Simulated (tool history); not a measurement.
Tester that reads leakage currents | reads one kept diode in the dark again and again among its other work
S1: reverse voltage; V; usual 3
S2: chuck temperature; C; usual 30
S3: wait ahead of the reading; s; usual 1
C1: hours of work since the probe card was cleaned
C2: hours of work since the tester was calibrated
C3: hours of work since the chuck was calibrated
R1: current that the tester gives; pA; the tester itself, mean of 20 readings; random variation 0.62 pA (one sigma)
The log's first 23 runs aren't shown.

| run | hour | S1 | S2 | S3 | C1 | C2 | C3 | R1 |
|---|---|---|---|---|---|---|---|---|
| 24 | 1107.3 | 3 | 30 | 1 | 2679 | 1340 | 707 | 193.57 |
| 25 | 1141.9 | 1.57 | 44 | 7.2 | 2697 | 1358 | 725 | 403.88 |
| 26 | 1177.3 | 1.57 | 44 | 7.2 | 2716 | 1377 | 744 | 402.53 |
| 27 | 1212.6 | 8.93 | 20 | 0.32 | 2735 | 1396 | 763 | 146.66 |
| 28 | 1240.6 | 1.63 | 30 | 6.39 | 2749 | 1411 | 778 | 156.07 |
| 29 | 1291.6 | 1.63 | 30 | 6.39 | 2777 | 1438 | 805 | 156.55 |
| 30 | 1355.2 | 3.45 | 25 | 0.34 | 2810 | 1472 | 839 | 142.95 |
| 31 | 1404.7 | 1.15 | 25 | 0.34 | 2837 | 1498 | 865 | 97.13 |
| 32 | 1454.3 | 1.15 | 43 | 0.34 | 2863 | 1525 | 892 | 335.93 |
| 33 | 1513.9 | 1.28 | 24 | 0.34 | 2895 | 1556 | 923 | 93.65 |
| 34 | 1543.3 | 1.28 | 28 | 2.99 | 2911 | 1572 | 939 | 123.28 |
| 35 | 1582.1 | 1.28 | 28 | 0.71 | 2931 | 1593 | 960 | 122.93 |
| 36 | 1620.8 | 5.46 | 28 | 2.67 | 2952 | 1613 | 980 | 201.67 |
| 37 | 1684.6 | 6.29 | 49 | 0.49 | 2986 | 1647 | 1014 | 864.57 |
| 38 | 1727 | 6.29 | 49 | 0.49 | 3008 | 1670 | 1037 | 860.78 |
| 39 | 1791.4 | 15.48 | 27 | 0.7 | 3043 | 1704 | 1071 | 276 |
| 40 | 1821.1 | 15.48 | 27 | 0.7 | 3058 | 1720 | 1087 | 275.93 |
| 41 | 1885.8 | 15.48 | 23 | 8.2 | 3093 | 1754 | 1121 | 203.13 |

Forecast each of these 3 alternatives for the next run:
| A | 1914.2 | 3 | 30 | 6.67 | 3108 | 1770 | 1136 | ? |
| B | 1914.2 | 5.84 | 26 | 1 | 3108 | 1770 | 1136 | ? |
| C | 1914.2 | 15.48 | 23 | 2.54 | 3108 | 1770 | 1136 | ? |

| run | R1 |
|---|---|
| A | 185.74 |
| B | 176.93 |
| C | 203.89 |
Without the tool's hidden state the same runs would have given:
| run | R1 |
|---|---|
| A | 206.81 |
| B | 193.77 |
| C | 213.21 |
